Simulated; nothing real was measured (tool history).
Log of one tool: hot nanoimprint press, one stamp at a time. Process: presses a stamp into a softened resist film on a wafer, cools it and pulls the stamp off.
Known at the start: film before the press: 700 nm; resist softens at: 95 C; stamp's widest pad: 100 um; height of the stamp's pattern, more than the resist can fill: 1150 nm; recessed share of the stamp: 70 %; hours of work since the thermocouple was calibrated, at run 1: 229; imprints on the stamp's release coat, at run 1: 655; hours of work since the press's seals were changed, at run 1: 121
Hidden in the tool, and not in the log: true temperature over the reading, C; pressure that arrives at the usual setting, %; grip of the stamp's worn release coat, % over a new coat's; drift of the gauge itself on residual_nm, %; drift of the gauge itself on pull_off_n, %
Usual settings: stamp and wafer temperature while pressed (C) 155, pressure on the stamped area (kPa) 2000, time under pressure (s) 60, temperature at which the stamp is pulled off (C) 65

run,hour,stamp and wafer temperature while pressed (C),pressure on the stamped area (kPa),time under pressure (s),temperature at which the stamp is pulled off (C),hours of work since the thermocouple was calibrated,imprints on the stamp's release coat,hours of work since the press's seals were changed,resist left under the stamp's widest pad (angstrom),greatest force while the stamp is pulled off (N)
1,0.0,155,2000,60,65,229,655,121,4131,161
2,35.5,155,2000,60,65,252,777,143,4125,161
3,79.7,155,2000,60,65,280,930,172,4118,164
4,105.0,155,2000,60,65,296,1018,188,4152,161
5,136.7,155,1610,60,65,316,1128,208,4585,159
# hour 158.0: plate thermocouple calibrated
6,194.8,155,2280,60,65,24,1319,243,3859,162
7,238.1,155,2280,60,65,51,1469,271,3862,163
8,293.4,155,2280,60,65,87,1661,306,3882,164
9,343.2,163,2000,60,65,118,1833,338,2841,166
10,371.0,163,2000,60,65,136,1929,356,2795,164
# hour 389.3: stamp cleaned and given a new release coat
11,432.4,163,2000,34,65,172,149,391,3379,162
12,477.4,163,2000,34,61,200,305,420,3374,171
13,514.2,164,2000,60,65,224,433,444,2699,164
14,566.5,155,2000,60,65,257,614,477,4105,165
15,621.6,155,2000,60,65,292,805,512,4139,171
16,659.1,155,2000,60,65,316,935,536,4146,155
# hour 680.6: plate thermocouple calibrated
17,711.8,155,2000,60,65,20,1107,568,4126,162
18,735.6,155,2000,73,64,35,1189,583,3911,165
19,786.4,160,1300,43,65,68,1365,616,4419,164
20,840.9,150,1540,100,65,102,1554,650,5100,162
21,887.0,153,1220,60,70,132,1714,680,5494,152
22,912.6,166,2180,37,64,148,1802,696,2691,166
# hour 967.4: stamp cleaned and given a new release coat
23,969.1,154,2000,60,65,181,6,728,4322,166
24,997.9,151,2000,60,55,199,106,747,4975,181
# hour 1025.8: press's hydraulic seals changed and the load cell set to zero
25,1055.8,151,2000,60,55,231,279,19,4918,183
26,1081.1,151,2000,60,55,247,367,35,4886,184
27,1122.8,151,1900,90,59,274,511,62,4576,173
28,1174.5,151,1900,90,59,307,690,95,4563,179
29,1200.6,151,1900,38,52,323,780,112,5455,186

How the hidden state differs across the entries between the runs, from the last listed run before each to the first after it:
Between runs 5 and 6: plate thermocouple calibrated (hour 158.0)
  true temperature over the reading, C: -0.02 -> 0; grip of the stamp's worn release coat, % over a new coat's: 0.5 -> 0.6
Between runs 10 and 11: stamp cleaned and given a new release coat (hour 389.3)
  grip of the stamp's worn release coat, % over a new coat's: 0.9 -> 0.1
Between runs 16 and 17: plate thermocouple calibrated (hour 680.6)
  true temperature over the reading, C: -0.02 -> 0; pressure that arrives at the usual setting, %: 99.98 -> 99.97; grip of the stamp's worn release coat, % over a new coat's: 0.4 -> 0.5
Between runs 22 and 23: stamp cleaned and given a new release coat (hour 967.4)
  true temperature over the reading, C: 0 -> -0.01; grip of the stamp's worn release coat, % over a new coat's: 0.8 -> 0
Between runs 24 and 25: press's hydraulic seals changed and the load cell set to zero (hour 1025.8)
  pressure that arrives at the usual setting, %: 99.97 -> 100; grip of the stamp's worn release coat, % over a new coat's: 0 -> 0.1

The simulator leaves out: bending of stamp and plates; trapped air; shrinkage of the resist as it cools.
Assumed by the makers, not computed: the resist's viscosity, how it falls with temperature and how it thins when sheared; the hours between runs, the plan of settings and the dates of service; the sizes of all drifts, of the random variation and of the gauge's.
